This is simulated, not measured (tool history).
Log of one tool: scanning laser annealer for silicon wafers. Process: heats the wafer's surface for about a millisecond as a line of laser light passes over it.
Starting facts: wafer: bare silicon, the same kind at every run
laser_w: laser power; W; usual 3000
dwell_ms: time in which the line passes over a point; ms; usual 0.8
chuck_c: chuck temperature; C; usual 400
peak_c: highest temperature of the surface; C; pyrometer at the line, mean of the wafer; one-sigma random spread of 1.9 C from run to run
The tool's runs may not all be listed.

| run | hour | laser_w | dwell_ms | chuck_c | peak_c |
|---|---|---|---|---|---|
| 1 | 0 | 3000 | 0.8 | 400 | 1218 |
| 2 | 12.3 | 3000 | 0.8 | 400 | 1220 |
| 3 | 24.8 | 3000 | 0.639 | 400 | 1123 |
| 4 | 41.1 | 3000 | 0.639 | 400 | 1125 |
| 5 | 55.1 | 3000 | 0.639 | 400 | 1122 |
| 6 | 70.8 | 3000 | 0.8 | 400 | 1217 |
| 7 | 95 | 3000 | 0.8 | 400 | 1217 |
| 8 | 111.5 | 3000 | 0.8 | 400 | 1212 |
| 9 | 126 | 2680 | 0.8 | 400 | 1104 |
| 10 | 141.8 | 2680 | 0.8 | 400 | 1100 |
| 11 | 164.2 | 2680 | 0.8 | 400 | 1100 |
| 12 | 177.5 | 2680 | 0.8 | 400 | 1102 |
| 13 | 197 | 2680 | 0.8 | 400 | 1098 |
| 14 | 208.5 | 2680 | 0.8 | 400 | 1098 |
| 15 | 221.5 | 3000 | 0.8 | 400 | 1205 |
| 16 | 244.9 | 3000 | 0.8 | 390 | 1192 |
| 17 | 258.5 | 3000 | 0.83 | 400 | 1220 |
| 18 | 275.8 | 3000 | 0.83 | 400 | 1219 |
| 19 | 299.4 | 3000 | 0.83 | 400 | 1220 |
| 20 | 311.5 | 3000 | 0.83 | 400 | 1217 |
| 21 | 329.1 | 3000 | 0.83 | 400 | 1213 |
| 22 | 352.1 | 3000 | 0.72 | 410 | 1163 |
| 23 | 372.9 | 3000 | 0.798 | 410 | 1208 |
| 24 | 392.4 | 2764 | 0.762 | 427 | 1124 |
| 25 | 411 | 2881 | 0.828 | 413 | 1182 |
| 26 | 436.3 | 3253 | 0.829 | 368 | 1261 |
| 27 | 454.2 | 2648 | 0.989 | 368 | 1125 |
|  | 457.7 | window over the wafer cleaned |
| 28 | 472.4 | 3000 | 0.8 | 365 | 1149 |
| 29 | 494.2 | 3000 | 0.8 | 370 | 1153 |
| 30 | 508 | 3082 | 0.807 | 370 | 1187 |
| 31 | 519.6 | 3082 | 0.807 | 370 | 1185 |
| 32 | 538.2 | 2668 | 0.875 | 400 | 1111 |
| 33 | 550.4 | 2668 | 0.875 | 400 | 1107 |
| 34 | 572.2 | 3000 | 0.738 | 381 | 1125 |
| 35 | 594.2 | 3000 | 0.738 | 381 | 1123 |
| 36 | 611 | 3000 | 0.738 | 381 | 1124 |
|  | 614.9 | window over the wafer cleaned, once more |
| 37 | 631.3 | 2729 | 0.68 | 399 | 1059 |
| 38 | 657.1 | 2812 | 0.8 | 402 | 1151 |
| 39 | 675.5 | 2812 | 0.8 | 402 | 1148 |
| 40 | 701.1 | 2812 | 0.8 | 373 | 1123 |
| 41 | 720.7 | 2865 | 0.626 | 413 | 1075 |
| 42 | 734.5 | 3000 | 0.66 | 400 | 1127 |

Predict each of these 3 candidate next runs independently; none follows another, all start after run 42:
| A | 759.9 | 3000 | 0.8 | 389 | ? |
| B | 759.9 | 3000 | 0.66 | 397 | ? |
| C | 759.9 | 3000 | 0.8 | 364 | ? |

| run | peak_c |
|---|---|
| A | 1191 |
| B | 1121 |
| C | 1168 |
Stripped of hidden state, with their random variation kept, the same runs would have yielded:
| run | peak_c |
|---|---|
| A | 1227 |
| B | 1154 |
| C | 1204 |
